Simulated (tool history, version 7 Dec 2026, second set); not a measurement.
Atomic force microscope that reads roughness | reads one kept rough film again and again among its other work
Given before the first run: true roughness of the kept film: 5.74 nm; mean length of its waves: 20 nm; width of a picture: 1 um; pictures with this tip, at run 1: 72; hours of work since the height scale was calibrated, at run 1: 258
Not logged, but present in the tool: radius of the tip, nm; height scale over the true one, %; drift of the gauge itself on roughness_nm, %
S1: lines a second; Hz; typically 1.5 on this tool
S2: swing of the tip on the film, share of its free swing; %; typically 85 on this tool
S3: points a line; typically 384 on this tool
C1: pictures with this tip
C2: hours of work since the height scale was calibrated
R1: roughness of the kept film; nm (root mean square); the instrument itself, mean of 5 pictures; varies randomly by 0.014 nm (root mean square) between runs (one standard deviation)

run   hour    S1  S2   S3   C1   C2     R1
  1      0   1.5  85  384   72  258  2.414
  2   14.6  1.01  85  384   88  264   2.38
  3   23.8   1.5  57  384   98  268  2.426
  4   34.9   1.5  57  384  110  272  2.344
      44.5  -- new tip fitted
  5   48.3   1.5  85  384    4  278  3.171
  6   57.9  0.59  85  384   14  282  3.275
  7   72.9  0.59  85  384   31  288  3.047
  8   83.9   1.5  85  269   42  292  2.719
  9   97.7   1.5  85  269   57  298  2.574
 10  105.8   1.5  85  269   66  301  2.528
 11  117.6   1.5  85  269   79  306  2.409
 12  124.1  1.25  85  269   86  308  2.407
 13  133.7  1.25  85  269   96  312  2.339
 14  149.1  1.25  85  973  113  318  2.297

The next listed run, before its measurement:
     156.5  -- new tip fitted
 15  164.4  1.25  85  973   9  324   ?

R1: 3.198 nm (root mean square)
Had the tool carried no hidden state, the very same run would have given R1 3.34 nm (root mean square).
